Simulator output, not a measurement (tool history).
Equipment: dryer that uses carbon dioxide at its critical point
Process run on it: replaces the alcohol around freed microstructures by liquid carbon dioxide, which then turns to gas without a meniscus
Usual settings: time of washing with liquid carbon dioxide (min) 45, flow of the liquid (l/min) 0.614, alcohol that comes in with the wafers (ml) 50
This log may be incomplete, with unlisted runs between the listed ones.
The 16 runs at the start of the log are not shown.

| run | hour | time of washing with liquid carbon dioxide (min) | flow of the liquid (l/min) | alcohol that comes in with the wafers (ml) | alcohol left in the vessel before it's heated (ppm by volume) |
|---|---|---|---|---|---|
| 17 | 409.9 | 45 | 0.614 | 117 | 188 |
| 18 | 437.6 | 45 | 0.839 | 50 | 125 |
| 19 | 452.8 | 45 | 0.614 | 50 | 154 |
| 20 | 480.5 | 45 | 0.614 | 50 | 161 |
| 21 | 504.2 | 45 | 0.614 | 50 | 158 |
| 22 | 531.6 | 45 | 0.614 | 50 | 165 |
| 23 | 557.6 | 45 | 0.614 | 50 | 164 |
| 24 | 579.8 | 45 | 0.614 | 50 | 177 |

What will run 25 give?
| 25 | 606.3 | 45 | 0.614 | 50 | ? |

alcohol left in the vessel before it's heated (ppm by volume): 189
Without the tool's hidden state the same run would have given alcohol left in the vessel before it's heated (ppm by volume) 39.
